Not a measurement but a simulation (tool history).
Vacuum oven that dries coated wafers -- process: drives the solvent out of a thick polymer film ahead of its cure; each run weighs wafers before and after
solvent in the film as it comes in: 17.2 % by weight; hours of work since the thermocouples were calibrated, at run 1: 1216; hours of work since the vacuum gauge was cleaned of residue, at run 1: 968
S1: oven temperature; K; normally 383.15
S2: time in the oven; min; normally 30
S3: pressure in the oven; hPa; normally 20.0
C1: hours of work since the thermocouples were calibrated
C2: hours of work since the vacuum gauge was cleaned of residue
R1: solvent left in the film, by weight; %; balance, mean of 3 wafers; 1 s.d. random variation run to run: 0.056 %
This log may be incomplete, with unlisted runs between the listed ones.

| run | hour | S1 | S2 | S3 | C1 | C2 | R1 |
|---|---|---|---|---|---|---|---|
| 1 | 0.0 | 383.15 | 30 | 20.0 | 1216 | 968 | 3.18 |
| 2 | 45.9 | 383.15 | 30 | 20.0 | 1239 | 991 | 3.29 |
| 3 | 94.1 | 383.15 | 30 | 20.0 | 1263 | 1015 | 3.26 |
| 4 | 142.4 | 383.15 | 30 | 20.1 | 1287 | 1039 | 3.26 |
| 5 | 195.5 | 383.15 | 30 | 20.1 | 1314 | 1065 | 3.32 |
| 6 | 227.5 | 383.15 | 30 | 20.0 | 1330 | 1081 | 3.33 |
| 7 | 269.7 | 383.15 | 30 | 20.0 | 1351 | 1102 | 3.33 |
| 8 | 335.9 | 383.15 | 30 | 20.0 | 1384 | 1135 | 3.49 |
| 9 | 398.0 | 383.15 | 30 | 20.0 | 1414 | 1166 | 3.36 |
|  | 404.0 | oven's thermocouples calibrated |
| 10 | 435.8 | 383.15 | 30 | 20.0 | 16 | 1184 | 3.77 |
| 11 | 478.4 | 368.15 | 30 | 20.0 | 37 | 1205 | 8.65 |
| 12 | 535.0 | 368.15 | 30 | 20.0 | 65 | 1233 | 8.69 |
| 13 | 591.2 | 368.15 | 30 | 20.0 | 93 | 1261 | 8.68 |
| 14 | 650.5 | 383.15 | 20 | 20.0 | 123 | 1291 | 5.46 |
|  | 667.0 | oven's thermocouples calibrated, once more |
| 15 | 701.5 | 380.15 | 48 | 17.6 | 17 | 1315 | 2.07 |
| 16 | 776.0 | 375.15 | 36 | 17.6 | 54 | 1352 | 3.94 |
| 17 | 820.1 | 388.15 | 33 | 15.4 | 76 | 1374 | 1.42 |
| 18 | 891.0 | 388.15 | 33 | 15.4 | 111 | 1410 | 1.52 |
| 19 | 940.3 | 374.15 | 27 | 20.0 | 136 | 1434 | 5.74 |
| 20 | 990.8 | 374.15 | 27 | 78.3 | 161 | 1459 | 9.78 |
| 21 | 1040.4 | 372.15 | 39 | 20.8 | 186 | 1484 | 5.07 |
| 22 | 1104.2 | 372.15 | 39 | 20.8 | 218 | 1516 | 4.94 |
| 23 | 1143.5 | 372.15 | 32 | 14.9 | 237 | 1535 | 5.34 |
| 24 | 1204.4 | 381.15 | 33 | 10.5 | 267 | 1566 | 2.43 |

Each row is a separate what-if for the run after 24, all from the same tool condition, not one after another. Results?
| A | 1257.4 | 383.15 | 30 | 24.4 | 294 | 1592 | ? |
| B | 1257.4 | 392.15 | 30 | 67.2 | 294 | 1592 | ? |
| C | 1257.4 | 383.15 | 24 | 27.1 | 294 | 1592 | ? |
| D | 1257.4 | 381.15 | 26 | 14.9 | 294 | 1592 | ? |
| E | 1257.4 | 397.15 | 30 | 20.0 | 294 | 1592 | ? |

| run | R1 |
|---|---|
| A | 3.18 |
| B | 3.80 |
| C | 4.00 |
| D | 3.65 |
| E | 1.15 |
With no hidden state in the tool, these same runs would have given:
| run | R1 |
|---|---|
| A | 2.75 |
| B | 3.47 |
| C | 3.56 |
| D | 3.19 |
| E | 0.91 |
